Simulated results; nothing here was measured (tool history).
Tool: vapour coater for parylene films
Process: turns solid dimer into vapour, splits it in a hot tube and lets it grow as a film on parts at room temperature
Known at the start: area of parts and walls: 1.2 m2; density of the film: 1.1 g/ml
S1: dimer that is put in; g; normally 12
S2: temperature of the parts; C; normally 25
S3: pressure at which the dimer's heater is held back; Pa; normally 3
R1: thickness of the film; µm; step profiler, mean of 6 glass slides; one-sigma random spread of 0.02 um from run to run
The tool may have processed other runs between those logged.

| run | hour | S1 | S2 | S3 | R1 |
|---|---|---|---|---|---|
| 1 | 0 | 12 | 25 | 3 | 6.25 |
| 2 | 25 | 12 | 31 | 3 | 4.78 |
| 3 | 49.6 | 12 | 31 | 3 | 4.76 |
| 4 | 68 | 12 | 31 | 3 | 4.76 |
| 5 | 82.2 | 12 | 31 | 3 | 4.74 |
| 6 | 101.8 | 12 | 31 | 3 | 4.73 |
| 7 | 119.8 | 12 | 31 | 3 | 4.72 |
| 8 | 134.5 | 12 | 31 | 3 | 4.69 |
| 9 | 155.3 | 12 | 31 | 3 | 4.72 |
| 10 | 175.5 | 12 | 24 | 3 | 6.45 |
| 11 | 191.8 | 8 | 17 | 3 | 5.5 |
|  | 216.8 | trap's valve overhauled |
| 12 | 221.8 | 6 | 35 | 3 | 2.11 |
| 13 | 235.1 | 7 | 35 | 4.04 | 2.32 |
| 14 | 261.3 | 5 | 33 | 7.85 | 1.59 |
| 15 | 276.6 | 5 | 33 | 7.85 | 1.6 |
| 16 | 300.9 | 5 | 33 | 7.85 | 1.58 |
| 17 | 319.8 | 5 | 33 | 7.85 | 1.59 |
| 18 | 339.1 | 8 | 32 | 4.3 | 2.95 |
| 19 | 364.3 | 8 | 32 | 4.3 | 2.97 |

4 ways to go on from here, each from the tool as it stands after run 19. What would each give?
| A | 390.1 | 7 | 34 | 4.3 | ? |
| B | 390.1 | 12 | 29 | 2.85 | ? |
| C | 390.1 | 5 | 32 | 2.97 | ? |
| D | 390.1 | 8 | 33 | 4.3 | ? |

| run | R1 |
|---|---|
| A | 2.36 |
| B | 5.49 |
| C | 2 |
| D | 2.83 |
Stripped of hidden state, with their random variation kept, the same runs would have yielded:
| run | R1 |
|---|---|
| A | 2.43 |
| B | 5.63 |
| C | 2.05 |
| D | 2.9 |
